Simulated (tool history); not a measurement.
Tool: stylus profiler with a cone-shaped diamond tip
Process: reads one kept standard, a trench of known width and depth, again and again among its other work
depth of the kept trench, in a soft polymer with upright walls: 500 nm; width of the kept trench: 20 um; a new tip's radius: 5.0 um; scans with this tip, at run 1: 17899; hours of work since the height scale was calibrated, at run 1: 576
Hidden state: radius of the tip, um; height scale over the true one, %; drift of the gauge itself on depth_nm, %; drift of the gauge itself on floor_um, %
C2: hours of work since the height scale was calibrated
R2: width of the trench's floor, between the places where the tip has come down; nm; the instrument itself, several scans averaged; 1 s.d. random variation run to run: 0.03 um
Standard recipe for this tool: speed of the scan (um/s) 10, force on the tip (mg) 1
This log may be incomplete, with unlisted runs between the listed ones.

{"run": 1, "day": 0.0, "speed of the scan (um/s)": 10, "force on the tip (mg)": 1, "scans with this tip": 17899, "C2": 576, "depth of the trench (Å)": 5014.3, "R2": 15520}
{"run": 2, "day": 3.083, "speed of the scan (um/s)": 4, "force on the tip (mg)": 1, "scans with this tip": 18495, "C2": 631, "depth of the trench (Å)": 5015.5, "R2": 15570}
{"run": 3, "day": 6.671, "speed of the scan (um/s)": 4, "force on the tip (mg)": 1, "scans with this tip": 19188, "C2": 695, "depth of the trench (Å)": 5014.8, "R2": 15550}
{"run": 4, "day": 9.675, "speed of the scan (um/s)": 12, "force on the tip (mg)": 1, "scans with this tip": 19769, "C2": 748, "depth of the trench (Å)": 5014.9, "R2": 15570}
{"run": 5, "day": 11.617, "speed of the scan (um/s)": 6, "force on the tip (mg)": 1, "scans with this tip": 20144, "C2": 783, "depth of the trench (Å)": 5015.3, "R2": 15570}
{"run": 6, "day": 13.796, "speed of the scan (um/s)": 10, "force on the tip (mg)": 1, "scans with this tip": 20565, "C2": 821, "depth of the trench (Å)": 5015.7, "R2": 15560}
{"run": 7, "day": 17.317, "speed of the scan (um/s)": 10, "force on the tip (mg)": 0.4, "scans with this tip": 21245, "C2": 884, "depth of the trench (Å)": 5008.2, "R2": 15470}
{"run": 8, "day": 18.883, "speed of the scan (um/s)": 10, "force on the tip (mg)": 0.4, "scans with this tip": 21547, "C2": 912, "depth of the trench (Å)": 5007.6, "R2": 15470}
{"run": 9, "day": 20.862, "speed of the scan (um/s)": 10, "force on the tip (mg)": 0.71, "scans with this tip": 21930, "C2": 947, "depth of the trench (Å)": 5011, "R2": 15520}
{"run": 10, "day": 24.342, "speed of the scan (um/s)": 22, "force on the tip (mg)": 1, "scans with this tip": 22602, "C2": 1009, "depth of the trench (Å)": 5014.3, "R2": 15380}
{"run": 11, "day": 26.171, "speed of the scan (um/s)": 22, "force on the tip (mg)": 1, "scans with this tip": 22956, "C2": 1042, "depth of the trench (Å)": 5015, "R2": 15460}
{"day": 27.367, "done": "height scale calibrated on a step standard"}
{"run": 12, "day": 28.062, "speed of the scan (um/s)": 22, "force on the tip (mg)": 1, "scans with this tip": 23317, "C2": 12, "depth of the trench (Å)": 5016.6, "R2": 15430}
{"run": 13, "day": 29.833, "speed of the scan (um/s)": 10, "force on the tip (mg)": 1, "scans with this tip": 23658, "C2": 44, "depth of the trench (Å)": 5014.8, "R2": 15540}
{"run": 14, "day": 32.596, "speed of the scan (um/s)": 10, "force on the tip (mg)": 0.43, "scans with this tip": 24193, "C2": 93, "depth of the trench (Å)": 5008.3, "R2": 15470}
{"day": 34.5, "done": "new tip fitted, height scale calibrated"}
{"run": 15, "day": 35.192, "speed of the scan (um/s)": 10, "force on the tip (mg)": 0.43, "scans with this tip": 134, "C2": 12, "depth of the trench (Å)": 5008.3, "R2": 15500}
{"run": 16, "day": 38.379, "speed of the scan (um/s)": 10, "force on the tip (mg)": 0.43, "scans with this tip": 750, "C2": 69, "depth of the trench (Å)": 5007.8, "R2": 15510}
{"run": 17, "day": 39.95, "speed of the scan (um/s)": 6, "force on the tip (mg)": 1, "scans with this tip": 1053, "C2": 97, "depth of the trench (Å)": 5015.7, "R2": 15590}
{"run": 18, "day": 42.104, "speed of the scan (um/s)": 13, "force on the tip (mg)": 1, "scans with this tip": 1469, "C2": 135, "depth of the trench (Å)": 5014.3, "R2": 15590}
{"run": 19, "day": 45.638, "speed of the scan (um/s)": 13, "force on the tip (mg)": 1, "scans with this tip": 2152, "C2": 198, "depth of the trench (Å)": 5014.4, "R2": 15460}
{"run": 20, "day": 47.738, "speed of the scan (um/s)": 13, "force on the tip (mg)": 1, "scans with this tip": 2557, "C2": 236, "depth of the trench (Å)": 5015.8, "R2": 15530}
{"run": 21, "day": 50.046, "speed of the scan (um/s)": 3, "force on the tip (mg)": 1, "scans with this tip": 3004, "C2": 277, "depth of the trench (Å)": 5014.6, "R2": 15550}
{"run": 22, "day": 52.517, "speed of the scan (um/s)": 7, "force on the tip (mg)": 1, "scans with this tip": 3481, "C2": 321, "depth of the trench (Å)": 5015.8, "R2": 15560}
{"run": 23, "day": 54.592, "speed of the scan (um/s)": 10, "force on the tip (mg)": 1, "scans with this tip": 3882, "C2": 358, "depth of the trench (Å)": 5015.3, "R2": 15540}
{"run": 24, "day": 56.779, "speed of the scan (um/s)": 10, "force on the tip (mg)": 1, "scans with this tip": 4304, "C2": 396, "depth of the trench (Å)": 5015.5, "R2": 15540}
{"run": 25, "day": 59.946, "speed of the scan (um/s)": 8, "force on the tip (mg)": 0.44, "scans with this tip": 4916, "C2": 453, "depth of the trench (Å)": 5008.7, "R2": 15530}
{"run": 26, "day": 61.679, "speed of the scan (um/s)": 7, "force on the tip (mg)": 0.88, "scans with this tip": 5251, "C2": 484, "depth of the trench (Å)": 5012.6, "R2": 15570}
{"run": 27, "day": 63.225, "speed of the scan (um/s)": 10, "force on the tip (mg)": 0.96, "scans with this tip": 5550, "C2": 511, "depth of the trench (Å)": 5014.5, "R2": 15510}
{"run": 28, "day": 66.883, "speed of the scan (um/s)": 10, "force on the tip (mg)": 0.96, "scans with this tip": 6256, "C2": 576, "depth of the trench (Å)": 5014.9, "R2": 15520}
{"run": 29, "day": 68.992, "speed of the scan (um/s)": 27, "force on the tip (mg)": 0.68, "scans with this tip": 6664, "C2": 614, "depth of the trench (Å)": 5013.1, "R2": 15310}
{"run": 30, "day": 71.958, "speed of the scan (um/s)": 35, "force on the tip (mg)": 1.01, "scans with this tip": 7236, "C2": 667, "depth of the trench (Å)": 5016, "R2": 15290}
{"run": 31, "day": 73.638, "speed of the scan (um/s)": 11, "force on the tip (mg)": 1, "scans with this tip": 7561, "C2": 696, "depth of the trench (Å)": 5015.1, "R2": 15600}
{"run": 32, "day": 76.033, "speed of the scan (um/s)": 8, "force on the tip (mg)": 0.36, "scans with this tip": 8024, "C2": 739, "depth of the trench (Å)": 5007, "R2": 15480}
{"run": 33, "day": 78.2, "speed of the scan (um/s)": 8, "force on the tip (mg)": 0.36, "scans with this tip": 8442, "C2": 778, "depth of the trench (Å)": 5007.5, "R2": 15450}
{"run": 34, "day": 79.792, "speed of the scan (um/s)": 28, "force on the tip (mg)": 0.36, "scans with this tip": 8750, "C2": 806, "depth of the trench (Å)": 5008.1, "R2": 15200}
{"run": 35, "day": 81.979, "speed of the scan (um/s)": 4, "force on the tip (mg)": 2.64, "scans with this tip": 9173, "C2": 845, "depth of the trench (Å)": 5028, "R2": 15660}
{"run": 36, "day": 84.592, "speed of the scan (um/s)": 8, "force on the tip (mg)": 1.91, "scans with this tip": 9677, "C2": 891, "depth of the trench (Å)": 5022.8, "R2": 15560}
{"run": 37, "day": 86.938, "speed of the scan (um/s)": 10, "force on the tip (mg)": 1.65, "scans with this tip": 10131, "C2": 933, "depth of the trench (Å)": 5022.4, "R2": 15570}
{"run": 38, "day": 89.942, "speed of the scan (um/s)": 3, "force on the tip (mg)": 0.36, "scans with this tip": 10711, "C2": 987, "depth of the trench (Å)": 5007.3, "R2": 15490}
{"run": 39, "day": 92.225, "speed of the scan (um/s)": 23, "force on the tip (mg)": 0.54, "scans with this tip": 11152, "C2": 1027, "depth of the trench (Å)": 5009.4, "R2": 15380}
{"day": 94.112, "done": "height scale calibrated on a step standard"}
{"run": 40, "day": 94.721, "speed of the scan (um/s)": 10, "force on the tip (mg)": 1.06, "scans with this tip": 11630, "C2": 11, "depth of the trench (Å)": 5015.8, "R2": 15560}
{"run": 41, "day": 97.55, "speed of the scan (um/s)": 33, "force on the tip (mg)": 1.91, "scans with this tip": 12177, "C2": 61, "depth of the trench (Å)": 5023, "R2": 15400}
{"run": 42, "day": 100.846, "speed of the scan (um/s)": 10, "force on the tip (mg)": 0.67, "scans with this tip": 12813, "C2": 120, "depth of the trench (Å)": 5010.9, "R2": 15480}
{"run": 43, "day": 104.054, "speed of the scan (um/s)": 25, "force on the tip (mg)": 0.42, "scans with this tip": 13433, "C2": 177, "depth of the trench (Å)": 5009.1, "R2": 15270}
{"run": 44, "day": 105.804, "speed of the scan (um/s)": 13, "force on the tip (mg)": 2.15, "scans with this tip": 13771, "C2": 208, "depth of the trench (Å)": 5025.4, "R2": 15560}
{"run": 45, "day": 107.675, "speed of the scan (um/s)": 12, "force on the tip (mg)": 2.15, "scans with this tip": 14132, "C2": 241, "depth of the trench (Å)": 5025.2, "R2": 15530}
{"run": 46, "day": 110.004, "speed of the scan (um/s)": 10, "force on the tip (mg)": 0.41, "scans with this tip": 14582, "C2": 283, "depth of the trench (Å)": 5008.3, "R2": 15480}

What if the next run were any one of these 3? Each begins from the tool's condition after run 46:
{"run": "A", "day": 111.575, "speed of the scan (um/s)": 10, "force on the tip (mg)": 0.7, "scans with this tip": 14886, "C2": 311, "depth of the trench (Å)": "?", "R2": "?"}
{"run": "B", "day": 111.575, "speed of the scan (um/s)": 5, "force on the tip (mg)": 1.37, "scans with this tip": 14886, "C2": 311, "depth of the trench (Å)": "?", "R2": "?"}
{"run": "C", "day": 111.575, "speed of the scan (um/s)": 10, "force on the tip (mg)": 0.4, "scans with this tip": 14886, "C2": 311, "depth of the trench (Å)": "?", "R2": "?"}

run=A depth_of_the_trench_(Å)=5011.1 R2=15550
run=B depth_of_the_trench_(Å)=5018.7 R2=15590
run=C depth_of_the_trench_(Å)=5008.4 R2=15490
Stripped of hidden state, with their random variation kept, the same runs would have yielded:
run=A depth_of_the_trench_(Å)=5011.1 R2=15560
run=B depth_of_the_trench_(Å)=5018.7 R2=15610
run=C depth_of_the_trench_(Å)=5008.5 R2=15500
